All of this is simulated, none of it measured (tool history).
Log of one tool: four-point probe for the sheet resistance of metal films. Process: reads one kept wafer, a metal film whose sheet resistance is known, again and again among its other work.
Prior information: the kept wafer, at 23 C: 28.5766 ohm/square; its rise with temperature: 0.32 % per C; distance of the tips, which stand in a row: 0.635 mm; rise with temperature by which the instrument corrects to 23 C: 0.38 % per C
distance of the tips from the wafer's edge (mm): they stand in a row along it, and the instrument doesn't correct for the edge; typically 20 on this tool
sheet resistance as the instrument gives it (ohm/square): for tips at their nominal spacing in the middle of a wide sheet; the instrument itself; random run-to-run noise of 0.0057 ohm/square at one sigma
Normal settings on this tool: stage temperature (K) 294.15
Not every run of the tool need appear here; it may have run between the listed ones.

run,hour,stage temperature (K),distance of the tips from the wafer's edge (mm),sheet resistance as the instrument gives it (ohm/square)
1,0.0,294.15,20,28.604495
2,17.0,294.15,13,28.614774
3,32.7,294.15,13,28.629702
4,48.6,294.15,20,28.593885
5,71.0,294.15,20,28.600828
6,85.2,294.15,4,28.963900
7,106.5,294.15,27,28.589519
8,131.1,294.15,27,28.583709
9,146.3,297.15,27,28.538469
10,165.0,294.15,20,28.594317
11,183.2,300.15,20,28.502172
12,194.9,300.15,20,28.513364
# hour 197.2: stage's thermometer calibrated
13,219.3,300.15,20,28.548970
14,238.5,300.15,20,28.549078
15,261.3,304.15,20,28.490449
16,284.1,292.15,20,28.669015
17,300.2,291.15,20,28.690250
18,315.8,294.15,6,28.792035
19,327.8,294.15,20,28.631733
20,345.4,294.15,20,28.630336
21,368.8,294.15,20,28.637286
22,390.4,294.15,20,28.629611
23,405.5,294.15,20,28.621651
24,418.2,294.15,20,28.626111
25,436.2,307.15,4,28.813042
26,446.8,307.15,4,28.823775
27,469.1,307.15,4,28.805755
28,490.3,307.15,4,28.810165
29,502.8,307.15,4,28.804852
30,525.6,292.15,6,28.810963
31,547.3,292.15,6,28.802904
32,568.7,301.15,19,28.525691
33,594.2,307.15,9,28.487616
34,616.8,307.15,9,28.500994
35,630.8,304.15,12,28.496779
36,648.5,291.15,5,28.887964
37,664.9,301.15,35,28.506234
38,676.6,303.15,38,28.476948
39,688.3,303.15,38,28.477854
40,708.6,303.15,38,28.480687
41,720.2,308.15,13,28.438120
42,732.4,308.15,21,28.415850
43,744.8,308.15,21,28.419462
44,757.5,293.15,9,28.696070
45,770.2,293.15,7,28.730655

Pick out some run-to-run changes in sheet resistance as the instrument gives it (ohm/square). Of each, how much would a tool without hidden state show as well, from the settings, what came in and chance, and how much is left for the hidden state and any gauge scatter not in both results compared?
Hidden state at play: inner tips' distance over the nominal, %; tips' flats over new ones', %; wafer's true temperature over the reading, C; drift of the gauge itself on sheet_ohm, %.
Run 6 -> 7: distance of the tips from the wafer's edge (mm) 4 -> 27. sheet resistance as the instrument gives it (ohm/square) -0.374381: hidden state -0.000601, all else -0.373780.
Run 12 -> 13: stage's thermometer calibrated. sheet resistance as the instrument gives it (ohm/square) +0.035606: hidden state +0.046642, all else -0.011036.
Run 29 -> 30: stage temperature (K) 307.15 -> 292.15, distance of the tips from the wafer's edge (mm) 4 -> 6. sheet resistance as the instrument gives it (ohm/square) +0.006111: hidden state -0.001493, all else +0.007604.
Run 35 -> 36: stage temperature (K) 304.15 -> 291.15, distance of the tips from the wafer's edge (mm) 12 -> 5. sheet resistance as the instrument gives it (ohm/square) +0.391185: hidden state -0.001390, all else +0.392575.
Run 36 -> 37: stage temperature (K) 291.15 -> 301.15, distance of the tips from the wafer's edge (mm) 5 -> 35. sheet resistance as the instrument gives it (ohm/square) -0.381730: hidden state -0.000268, all else -0.381462.

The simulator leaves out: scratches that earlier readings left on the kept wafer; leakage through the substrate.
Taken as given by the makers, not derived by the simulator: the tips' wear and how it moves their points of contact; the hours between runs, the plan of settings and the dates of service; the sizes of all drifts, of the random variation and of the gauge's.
